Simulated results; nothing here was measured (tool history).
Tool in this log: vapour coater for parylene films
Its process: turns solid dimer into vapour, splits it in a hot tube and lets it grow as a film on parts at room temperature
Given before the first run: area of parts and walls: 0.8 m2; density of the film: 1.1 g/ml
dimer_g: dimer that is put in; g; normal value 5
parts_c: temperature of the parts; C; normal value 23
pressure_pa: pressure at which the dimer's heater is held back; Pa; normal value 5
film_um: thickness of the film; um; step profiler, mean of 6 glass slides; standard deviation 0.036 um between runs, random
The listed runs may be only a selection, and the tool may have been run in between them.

run 1 day=0 | dimer_g=5 parts_c=23 pressure_pa=5 | film_um=3.42
run 2 day=1.279 | dimer_g=5 parts_c=23 pressure_pa=5.89 | film_um=3.33
run 3 day=2.371 | dimer_g=5 parts_c=23 pressure_pa=2.15 | film_um=3.84
run 4 day=3.5 | dimer_g=5 parts_c=23 pressure_pa=2.15 | film_um=3.81
run 5 day=5.488 | dimer_g=5 parts_c=23 pressure_pa=2.15 | film_um=3.84
-- day=6.954 trap's valve overhauled
run 6 day=7.05 | dimer_g=5 parts_c=23 pressure_pa=5 | film_um=3.66
run 7 day=8.117 | dimer_g=5 parts_c=23 pressure_pa=5 | film_um=3.66
-- day=8.3 table's thermometer calibrated
run 8 day=9.833 | dimer_g=4 parts_c=23 pressure_pa=5 | film_um=2.91
run 9 day=10.754 | dimer_g=4 parts_c=23 pressure_pa=5 | film_um=2.89
run 10 day=11.571 | dimer_g=4 parts_c=23 pressure_pa=5 | film_um=2.93
run 11 day=12.654 | dimer_g=4 parts_c=23 pressure_pa=5 | film_um=2.89
run 12 day=13.825 | dimer_g=4 parts_c=23 pressure_pa=4.27 | film_um=2.93
run 13 day=15.088 | dimer_g=5 parts_c=23 pressure_pa=11.73 | film_um=3.18
run 14 day=16.262 | dimer_g=3 parts_c=19 pressure_pa=3.23 | film_um=2.8
run 15 day=17.646 | dimer_g=3 parts_c=19 pressure_pa=3.23 | film_um=2.8
run 16 day=19.004 | dimer_g=6 parts_c=32 pressure_pa=3.23 | film_um=2.93
-- day=19.971 table's thermometer calibrated, once more
run 17 day=20.879 | dimer_g=8 parts_c=28 pressure_pa=9.11 | film_um=4.15
run 18 day=21.938 | dimer_g=7 parts_c=28 pressure_pa=2.22 | film_um=4.48
run 19 day=22.862 | dimer_g=7 parts_c=28 pressure_pa=2.22 | film_um=4.47
run 20 day=23.971 | dimer_g=3 parts_c=19 pressure_pa=2.64 | film_um=2.9
run 21 day=24.938 | dimer_g=5 parts_c=28 pressure_pa=7.2 | film_um=2.7

Some steps in film_um, run to run, broken into two amounts with sign: the step expected even without the hidden condition (settings, incoming material, random variation), and the rest, left for the hidden condition together with whatever gauge scatter is not in both the measured and the hidden-condition-free result:
Hidden state at play: vapour lost through the trap's worn valve, %; true temperature of the parts over the reading, C; drift of the gauge itself on film_um, %.
Run 2 -> 3: pressure_pa 5.89 -> 2.15. film_um +0.51 um: hidden state -0.07, all else +0.58.
Run 5 -> 6: pressure_pa 2.15 -> 5, trap's valve overhauled. film_um -0.18 um: hidden state +0.38, all else -0.56.
Run 16 -> 17: dimer_g 6 -> 8, parts_c 32 -> 28, pressure_pa 3.23 -> 9.11, table's thermometer calibrated, once more. film_um +1.22 um: hidden state +0.05, all else +1.17.
Run 19 -> 20: dimer_g 7 -> 3, parts_c 28 -> 19, pressure_pa 2.22 -> 2.64. film_um -1.57 um: hidden state +0.06, all else -1.63.
